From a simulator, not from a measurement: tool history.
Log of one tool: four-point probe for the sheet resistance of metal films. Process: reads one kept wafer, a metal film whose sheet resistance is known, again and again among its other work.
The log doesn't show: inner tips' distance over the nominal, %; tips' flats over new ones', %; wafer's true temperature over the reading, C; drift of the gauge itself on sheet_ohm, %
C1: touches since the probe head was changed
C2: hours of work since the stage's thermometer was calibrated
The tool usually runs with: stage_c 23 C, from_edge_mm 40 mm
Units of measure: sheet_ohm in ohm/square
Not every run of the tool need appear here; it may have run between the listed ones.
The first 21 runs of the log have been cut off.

run 22 hour=668.8 | stage_c=23 from_edge_mm=19 | C1=60975 C2=508 | sheet_ohm=3.428794
run 23 hour=706.8 | stage_c=28 from_edge_mm=6 | C1=61986 C2=531 | sheet_ohm=3.493987
run 24 hour=726.5 | stage_c=28 from_edge_mm=8 | C1=62512 C2=544 | sheet_ohm=3.457948
run 25 hour=745.7 | stage_c=28 from_edge_mm=8 | C1=63022 C2=556 | sheet_ohm=3.459832
run 26 hour=779.8 | stage_c=28 from_edge_mm=8 | C1=63927 C2=577 | sheet_ohm=3.459626
run 27 hour=805.5 | stage_c=22 from_edge_mm=16 | C1=64612 C2=593 | sheet_ohm=3.433423
run 28 hour=827.6 | stage_c=22 from_edge_mm=16 | C1=65199 C2=607 | sheet_ohm=3.434739
run 29 hour=849.3 | stage_c=22 from_edge_mm=16 | C1=65776 C2=620 | sheet_ohm=3.433106
run 30 hour=887.4 | stage_c=33 from_edge_mm=41 | C1=66788 C2=644 | sheet_ohm=3.408753
run 31 hour=924.3 | stage_c=31 from_edge_mm=3 | C1=67769 C2=667 | sheet_ohm=3.705584
run 32 hour=953.3 | stage_c=19 from_edge_mm=5 | C1=68542 C2=685 | sheet_ohm=3.541190
run 33 hour=977.9 | stage_c=21 from_edge_mm=10 | C1=69197 C2=700 | sheet_ohm=3.452531
run 34 hour=1017.6 | stage_c=19 from_edge_mm=18 | C1=70252 C2=725 | sheet_ohm=3.435154
run 35 hour=1039.6 | stage_c=19 from_edge_mm=18 | C1=70836 C2=739 | sheet_ohm=3.436433
run 36 hour=1058.8 | stage_c=19 from_edge_mm=18 | C1=71346 C2=751 | sheet_ohm=3.436044
run 37 hour=1094.6 | stage_c=19 from_edge_mm=18 | C1=72299 C2=773 | sheet_ohm=3.434444
run 38 hour=1136.0 | stage_c=19 from_edge_mm=18 | C1=73401 C2=799 | sheet_ohm=3.436880
run 39 hour=1163.5 | stage_c=19 from_edge_mm=18 | C1=74132 C2=816 | sheet_ohm=3.437035
run 40 hour=1199.8 | stage_c=30 from_edge_mm=8 | C1=75096 C2=838 | sheet_ohm=3.455965
run 41 hour=1236.2 | stage_c=32 from_edge_mm=8 | C1=76064 C2=861 | sheet_ohm=3.453864
run 42 hour=1262.2 | stage_c=32 from_edge_mm=8 | C1=76756 C2=877 | sheet_ohm=3.454252

Forecast each of these 3 alternatives for the next run:
run A hour=1301.1 | stage_c=27 from_edge_mm=40 | C1=77791 C2=902 | sheet_ohm=?
run B hour=1301.1 | stage_c=23 from_edge_mm=26 | C1=77791 C2=902 | sheet_ohm=?
run C hour=1301.1 | stage_c=23 from_edge_mm=9 | C1=77791 C2=902 | sheet_ohm=?

run=A sheet_ohm=3.414722
run=B sheet_ohm=3.424766
run=C sheet_ohm=3.456069
With no hidden state in the tool, these same runs would have given:
run=A sheet_ohm=3.406609
run=B sheet_ohm=3.416603
run=C sheet_ohm=3.447836
